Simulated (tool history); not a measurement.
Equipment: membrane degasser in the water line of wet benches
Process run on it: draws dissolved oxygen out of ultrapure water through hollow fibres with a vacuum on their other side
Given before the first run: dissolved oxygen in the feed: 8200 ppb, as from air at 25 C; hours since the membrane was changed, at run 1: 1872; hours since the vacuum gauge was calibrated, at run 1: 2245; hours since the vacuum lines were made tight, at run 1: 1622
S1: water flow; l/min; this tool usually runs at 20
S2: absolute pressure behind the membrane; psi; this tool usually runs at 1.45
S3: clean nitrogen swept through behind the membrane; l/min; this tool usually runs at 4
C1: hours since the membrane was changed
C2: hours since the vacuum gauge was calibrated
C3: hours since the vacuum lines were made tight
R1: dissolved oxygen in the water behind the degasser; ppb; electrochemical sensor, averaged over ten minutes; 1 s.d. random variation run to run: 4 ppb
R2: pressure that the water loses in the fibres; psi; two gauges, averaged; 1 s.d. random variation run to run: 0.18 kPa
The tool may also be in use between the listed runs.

Run 1, hour 0: usual settings; C1 1872; C2 2245; C3 1622. Result: R1 389.7 ppb, R2 4.453 psi.
Run 2, hour 117: usual settings but S2 1.17 psi; C1 1989; C2 2362; C3 1739. Result: R1 382.8 ppb, R2 4.476 psi.
Run 3, hour 207.3: usual settings but S2 1.17 psi; C1 2080; C2 2452; C3 1829. Result: R1 381 ppb, R2 4.492 psi.
Run 4, hour 334.4: usual settings but S2 1.17 psi; C1 2207; C2 2580; C3 1956. Result: R1 379.2 ppb, R2 4.48 psi.
Run 5, hour 450.7: usual settings but S1 13 l/min; C1 2323; C2 2696; C3 2073. Result: R1 199.8 ppb, R2 2.952 psi.
Run 6, hour 580.6: usual settings but S1 13 l/min; C1 2453; C2 2826; C3 2203. Result: R1 199.2 ppb, R2 2.898 psi.
Run 7, hour 664.2: usual settings but S1 13 l/min; C1 2537; C2 2909; C3 2286. Result: R1 200.2 ppb, R2 2.944 psi.
Run 8, hour 778.5: usual settings but S1 13 l/min; C1 2651; C2 3024; C3 2401. Result: R1 200.1 ppb, R2 2.966 psi.
Run 9, hour 845.1: usual settings but S3 2.63 l/min; C1 2718; C2 3090; C3 2467. Result: R1 451 ppb, R2 4.543 psi.
Run 10, hour 916.2: usual settings; C1 2789; C2 3161; C3 2538. Result: R1 408.9 ppb, R2 4.501 psi.
Run 11, hour 1019.3: usual settings but S2 2.29 psi; C1 2892; C2 3264; C3 2641. Result: R1 468.4 ppb, R2 4.469 psi.
Run 12, hour 1089: usual settings but S2 2.29 psi, S3 1.93 l/min; C1 2962; C2 3334; C3 2711. Result: R1 600.7 ppb, R2 4.46 psi.
Run 13, hour 1158.3: usual settings but S1 15 l/min, S2 2.29 psi, S3 1.93 l/min; C1 3031; C2 3403; C3 2780. Result: R1 425.7 ppb, R2 3.35 psi.
Run 14, hour 1259.9: usual settings but S1 15 l/min, S2 2.29 psi, S3 1.93 l/min; C1 3132; C2 3505; C3 2882. Result: R1 421 ppb, R2 3.408 psi.
Run 15, hour 1381.6: usual settings but S1 14 l/min; C1 3254; C2 3627; C3 3004. Result: R1 226.8 ppb, R2 3.131 psi.
Run 16, hour 1520.7: usual settings; C1 3393; C2 3766; C3 3143. Result: R1 410.6 ppb, R2 4.503 psi.
At hour 1529.9: vacuum gauge calibrated.
Run 17, hour 1613.7: usual settings but S2 3.34 psi, S3 2.59 l/min; C1 3486; C2 84; C3 3235. Result: R1 666.9 ppb, R2 4.487 psi.
Run 18, hour 1687.1: usual settings but S2 3.34 psi, S3 2.59 l/min; C1 3559; C2 157; C3 3309. Result: R1 664.7 ppb, R2 4.46 psi.
Run 19, hour 1790.7: usual settings but S1 26 l/min; C1 3663; C2 261; C3 3412. Result: R1 601.4 ppb, R2 5.848 psi.
Run 20, hour 1891: usual settings but S1 26 l/min; C1 3763; C2 361; C3 3513. Result: R1 595.5 ppb, R2 5.865 psi.
At hour 1900.3: vacuum gauge calibrated, once more.
Run 21, hour 1994.9: usual settings but S1 26 l/min; C1 3866; C2 95; C3 3616. Result: R1 597.4 ppb, R2 5.849 psi.
Run 22, hour 2088.4: usual settings but S1 26 l/min, S2 2.96 psi, S3 6.24 l/min; C1 3960; C2 188; C3 3710. Result: R1 650.4 ppb, R2 5.871 psi.
Run 23, hour 2190.7: usual settings but S1 26 l/min, S2 2.96 psi, S3 6.24 l/min; C1 4062; C2 290; C3 3812. Result: R1 661.9 ppb, R2 5.867 psi.
Run 24, hour 2275.6: usual settings but S1 19 l/min, S2 2.49 psi, S3 7.07 l/min; C1 4147; C2 375; C3 3897. Result: R1 389.6 ppb, R2 4.283 psi.
Run 25, hour 2374.7: usual settings but S2 2.58 psi, S3 2.37 l/min; C1 4246; C2 474; C3 3996. Result: R1 597.8 ppb, R2 4.524 psi.
Run 26, hour 2431.8: usual settings but S1 24 l/min, S2 2.58 psi, S3 2.05 l/min; C1 4303; C2 532; C3 4053. Result: R1 791.9 ppb, R2 5.417 psi.
Run 27, hour 2512.8: usual settings but S1 13 l/min, S2 2.03 psi, S3 10.22 l/min; C1 4384; C2 613; C3 4134. Result: R1 180.8 ppb, R2 2.94 psi.
Run 28, hour 2580.2: usual settings but S1 13 l/min, S2 2.03 psi, S3 10.22 l/min; C1 4452; C2 680; C3 4201. Result: R1 182.7 ppb, R2 2.947 psi.
Run 29, hour 2641.7: usual settings but S1 13 l/min, S2 2.03 psi, S3 4.46 l/min; C1 4513; C2 741; C3 4263. Result: R1 223.9 ppb, R2 2.92 psi.
Run 30, hour 2717: usual settings but S1 19 l/min, S2 1.22 psi, S3 5.71 l/min; C1 4588; C2 817; C3 4338. Result: R1 352.8 ppb, R2 4.268 psi.
Run 31, hour 2777: usual settings but S1 14 l/min, S2 1.96 psi, S3 9.36 l/min; C1 4648; C2 877; C3 4398. Result: R1 208.4 ppb, R2 3.168 psi.

What if the next run were any one of these 4? Each begins from the tool's condition after run 31:
Run A, hour 2841.3: usual settings but S1 16 l/min, S2 1.51 psi, S3 7.94 l/min; C1 4713; C2 941; C3 4462. Result: R1 ?, R2 ?.
Run B, hour 2841.3: usual settings but S1 14 l/min, S2 1.96 psi, S3 5.74 l/min; C1 4713; C2 941; C3 4462. Result: R1 ?, R2 ?.
Run C, hour 2841.3: usual settings but S2 2.86 psi, S3 5.04 l/min; C1 4713; C2 941; C3 4462. Result: R1 ?, R2 ?.
Run D, hour 2841.3: usual settings but S1 12 l/min, S2 1.65 psi, S3 2.4 l/min; C1 4713; C2 941; C3 4462. Result: R1 ?, R2 ?.

run     R1     R2
  A  258.8  3.658
  B  235.3  3.153
  C  481.5  4.503
  D  220.9  2.666
With the hidden condition removed and each run's random variation left untouched, the same runs would have given:
run     R1     R2
  A    247  3.609
  B  224.8   3.11
  C    465  4.441
  D  211.2   2.63
